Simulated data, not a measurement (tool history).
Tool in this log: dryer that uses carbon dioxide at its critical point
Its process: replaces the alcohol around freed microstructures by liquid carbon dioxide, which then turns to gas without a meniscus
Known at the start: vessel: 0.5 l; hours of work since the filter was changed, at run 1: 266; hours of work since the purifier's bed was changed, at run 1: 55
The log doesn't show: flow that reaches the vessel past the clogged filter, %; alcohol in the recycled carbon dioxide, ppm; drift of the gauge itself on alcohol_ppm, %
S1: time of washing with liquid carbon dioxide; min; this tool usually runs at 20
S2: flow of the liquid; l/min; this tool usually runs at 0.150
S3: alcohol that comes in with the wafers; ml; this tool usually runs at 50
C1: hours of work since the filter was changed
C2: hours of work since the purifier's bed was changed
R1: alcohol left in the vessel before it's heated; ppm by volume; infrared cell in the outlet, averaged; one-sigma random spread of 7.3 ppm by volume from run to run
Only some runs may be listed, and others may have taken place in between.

run  hour  S1     S2  S3   C1   C2    R1
  1   0.0  20  0.150  50  266   55   614
  2   8.2  20  0.150  50  272   61   631
  3  18.6  20  0.150  50  280   69   657
  4  25.8  20  0.150  50  285   74   662
  5  34.6  20  0.150  50  292   81   673
  6  41.7  20  0.247  22  297   86    11
  7  49.4  12  0.246  69  302   91   806
  8  59.6  13  0.226  25  310   99   343
  9  67.4  30  0.146  76  316  105   121
 10  73.0  18  0.146  76  320  109  1929

What if the next run were any one of these 4? Each begins from the tool's condition after run 10:
  A  83.0  31  0.146  76  327  116   ?
  B  83.0  12  0.252  50  327  116   ?
  C  83.0  16  0.150  36  327  116   ?
  D  83.0  20  0.235  63  327  116   ?

run    R1
  A    99
  B   554
  C  1377
  D    57
Had the tool no hidden state, the same runs would have come out as:
run   R1
  A   33
  B  262
  C  791
  D   20

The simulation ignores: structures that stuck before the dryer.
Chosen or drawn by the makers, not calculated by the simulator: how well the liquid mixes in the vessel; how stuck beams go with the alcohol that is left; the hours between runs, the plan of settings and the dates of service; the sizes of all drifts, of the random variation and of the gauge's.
